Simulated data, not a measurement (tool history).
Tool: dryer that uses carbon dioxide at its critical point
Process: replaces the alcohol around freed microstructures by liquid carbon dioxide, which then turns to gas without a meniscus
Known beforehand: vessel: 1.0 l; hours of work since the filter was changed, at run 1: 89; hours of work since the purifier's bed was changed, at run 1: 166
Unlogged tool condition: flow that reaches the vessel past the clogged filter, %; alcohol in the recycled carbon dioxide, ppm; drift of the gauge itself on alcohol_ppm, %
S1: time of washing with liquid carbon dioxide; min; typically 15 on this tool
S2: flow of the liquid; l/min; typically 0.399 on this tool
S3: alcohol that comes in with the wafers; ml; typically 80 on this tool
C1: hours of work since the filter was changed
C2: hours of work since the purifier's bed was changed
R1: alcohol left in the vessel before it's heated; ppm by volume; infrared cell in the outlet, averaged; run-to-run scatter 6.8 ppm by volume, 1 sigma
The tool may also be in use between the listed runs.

run,hour,S1,S2,S3,C1,C2,R1
1,0.0,15,0.399,80,89,166,459
2,13.1,15,0.409,80,95,173,402
3,21.9,15,0.409,80,100,177,412
4,30.1,15,0.409,80,104,181,423
5,36.6,15,0.409,80,107,184,435
6,48.9,15,0.290,80,113,191,2052
7,60.8,15,0.290,80,119,197,2154
8,66.7,15,0.290,80,122,200,2131
9,77.9,24,0.399,80,128,205,50
10,83.8,24,0.399,80,131,208,47
11,89.8,24,0.399,80,134,211,47
12,97.8,22,0.399,80,138,215,72
13,104.0,22,0.399,80,141,218,66
14,111.4,10,0.399,80,145,222,2939
15,123.4,10,0.399,80,151,228,3004
16,131.3,10,0.399,80,154,232,2951
17,142.7,22,0.399,80,160,238,72
18,151.9,15,0.453,80,165,242,306
19,162.2,15,0.399,65,170,247,503
20,171.8,15,0.399,65,175,252,531
21,178.3,15,0.399,21,178,255,182
22,185.5,15,0.399,80,182,259,662
23,193.6,15,0.399,80,186,263,682
24,199.3,15,0.442,83,189,266,447
25,209.7,15,0.442,83,194,271,416
26,218.9,20,0.635,82,198,276,31
27,226.5,23,0.447,63,202,280,45
28,239.1,11,0.399,80,209,286,2567
29,245.4,17,0.399,80,212,289,420
30,257.2,17,0.399,80,218,295,425
31,267.4,24,0.604,68,223,300,26
# hour 273.2: inlet filter changed
32,275.3,12,0.324,65,1,304,1780
33,286.9,15,0.399,46,7,309,202
34,296.4,10,0.348,80,12,314,3376
35,307.5,10,0.348,80,17,320,3409
36,317.8,15,0.314,80,22,325,1173
37,326.9,15,0.314,80,27,329,1186
38,334.4,20,0.314,80,31,333,314
39,345.4,13,0.314,80,36,339,2159
40,352.8,13,0.314,80,40,342,2113
41,364.3,14,0.242,111,46,348,5702
42,371.8,14,0.242,111,49,352,5849
43,384.0,12,0.635,107,56,358,131
44,396.9,12,0.635,107,62,364,131
45,408.3,15,0.399,44,68,370,257
46,418.0,23,0.393,47,73,375,44

Subtracting, for every run, the result it would have given without the tool's unlogged condition from the measured result gives the following. The same run-to-run variation enters both numbers; the gauge's scatter may not:
run,R1
1,+145
2,+141
3,+146
4,+158
5,+165
6,+596
7,+646
8,+650
9,+27
10,+28
11,+30
12,+44
13,+45
14,+971
15,+1027
16,+1035
17,+53
18,+171
19,+260
20,+280
21,+103
22,+354
23,+376
24,+259
25,+257
26,+21
27,+32
28,+1224
29,+272
30,+276
31,+21
32,+42
33,+28
34,+146
35,+189
36,+114
37,+133
38,+60
39,+249
40,+263
41,+630
42,+695
43,+51
44,+55
45,+82
46,+31
